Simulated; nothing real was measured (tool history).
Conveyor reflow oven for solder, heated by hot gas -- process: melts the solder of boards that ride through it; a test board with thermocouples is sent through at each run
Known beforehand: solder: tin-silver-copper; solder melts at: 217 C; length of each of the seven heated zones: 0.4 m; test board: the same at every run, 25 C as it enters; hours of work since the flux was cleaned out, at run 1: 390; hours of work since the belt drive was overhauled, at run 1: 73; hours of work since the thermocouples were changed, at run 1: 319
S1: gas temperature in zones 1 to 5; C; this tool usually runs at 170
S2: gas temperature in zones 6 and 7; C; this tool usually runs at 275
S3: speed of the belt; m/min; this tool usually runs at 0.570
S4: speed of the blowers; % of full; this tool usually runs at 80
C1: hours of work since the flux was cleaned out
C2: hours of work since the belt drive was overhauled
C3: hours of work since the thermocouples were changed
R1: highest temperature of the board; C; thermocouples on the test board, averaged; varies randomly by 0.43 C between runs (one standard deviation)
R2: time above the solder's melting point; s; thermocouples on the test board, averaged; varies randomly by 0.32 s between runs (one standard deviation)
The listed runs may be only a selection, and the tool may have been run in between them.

run 1 hour=0.0 | S1=170 S2=275 S3=0.570 S4=80 | C1=390 C2=73 C3=319 | R1=260.0 R2=68.1
run 2 hour=48.3 | S1=170 S2=275 S3=0.570 S4=80 | C1=413 C2=97 C3=343 | R1=260.1 R2=67.5
run 3 hour=77.6 | S1=170 S2=275 S3=0.570 S4=80 | C1=428 C2=111 C3=357 | R1=261.3 R2=67.8
run 4 hour=112.6 | S1=165 S2=275 S3=0.570 S4=80 | C1=445 C2=128 C3=374 | R1=260.4 R2=66.1
-- hour=127.3 flux residue cleaned out of gas plates and filters
run 5 hour=144.5 | S1=165 S2=275 S3=0.570 S4=80 | C1=8 C2=142 C3=388 | R1=260.9 R2=65.8
run 6 hour=173.2 | S1=165 S2=275 S3=0.570 S4=80 | C1=22 C2=156 C3=402 | R1=260.5 R2=65.9
run 7 hour=218.8 | S1=165 S2=275 S3=0.570 S4=80 | C1=45 C2=178 C3=424 | R1=261.0 R2=66.3
run 8 hour=259.0 | S1=165 S2=275 S3=0.570 S4=80 | C1=64 C2=198 C3=444 | R1=259.8 R2=65.5
run 9 hour=293.0 | S1=165 S2=275 S3=0.570 S4=80 | C1=81 C2=214 C3=460 | R1=259.2 R2=65.6
run 10 hour=339.5 | S1=170 S2=275 S3=0.570 S4=79 | C1=104 C2=237 C3=483 | R1=260.2 R2=67.7
run 11 hour=383.6 | S1=170 S2=276 S3=0.570 S4=78 | C1=125 C2=259 C3=505 | R1=260.7 R2=68.6
run 12 hour=416.2 | S1=161 S2=276 S3=0.601 S4=78 | C1=141 C2=275 C3=521 | R1=257.5 R2=59.3
run 13 hour=465.1 | S1=170 S2=275 S3=0.664 S4=80 | C1=165 C2=298 C3=545 | R1=256.5 R2=54.1
run 14 hour=503.9 | S1=170 S2=275 S3=0.664 S4=80 | C1=184 C2=317 C3=564 | R1=256.4 R2=54.5
run 15 hour=544.5 | S1=172 S2=277 S3=0.664 S4=80 | C1=204 C2=337 C3=583 | R1=257.6 R2=56.5
run 16 hour=574.9 | S1=170 S2=277 S3=0.544 S4=51 | C1=219 C2=352 C3=598 | R1=254.9 R2=64.7
run 17 hour=612.1 | S1=176 S2=275 S3=0.570 S4=80 | C1=237 C2=370 C3=616 | R1=261.8 R2=70.8
run 18 hour=664.1 | S1=170 S2=270 S3=0.670 S4=62 | C1=263 C2=396 C3=642 | R1=244.9 R2=44.7
run 19 hour=696.6 | S1=170 S2=270 S3=0.670 S4=62 | C1=279 C2=412 C3=658 | R1=245.2 R2=44.4
run 20 hour=734.9 | S1=175 S2=270 S3=0.668 S4=54 | C1=297 C2=431 C3=677 | R1=242.6 R2=43.6

Branching from run 20: 3 alternative next runs. What would each branch give?
run A hour=770.3 | S1=175 S2=270 S3=0.477 S4=71 | C1=315 C2=448 C3=694 | R1=? R2=?
run B hour=770.3 | S1=155 S2=270 S3=0.668 S4=54 | C1=315 C2=448 C3=694 | R1=? R2=?
run C hour=770.3 | S1=170 S2=275 S3=0.570 S4=87 | C1=315 C2=448 C3=694 | R1=? R2=?

run=A R1=259.0 R2=83.6
run=B R1=237.4 R2=31.5
run=C R1=262.1 R2=69.0
With the hidden condition removed and each run's random variation left untouched, the same runs would have given:
run=A R1=259.2 R2=83.8
run=B R1=237.6 R2=31.7
run=C R1=262.3 R2=69.1
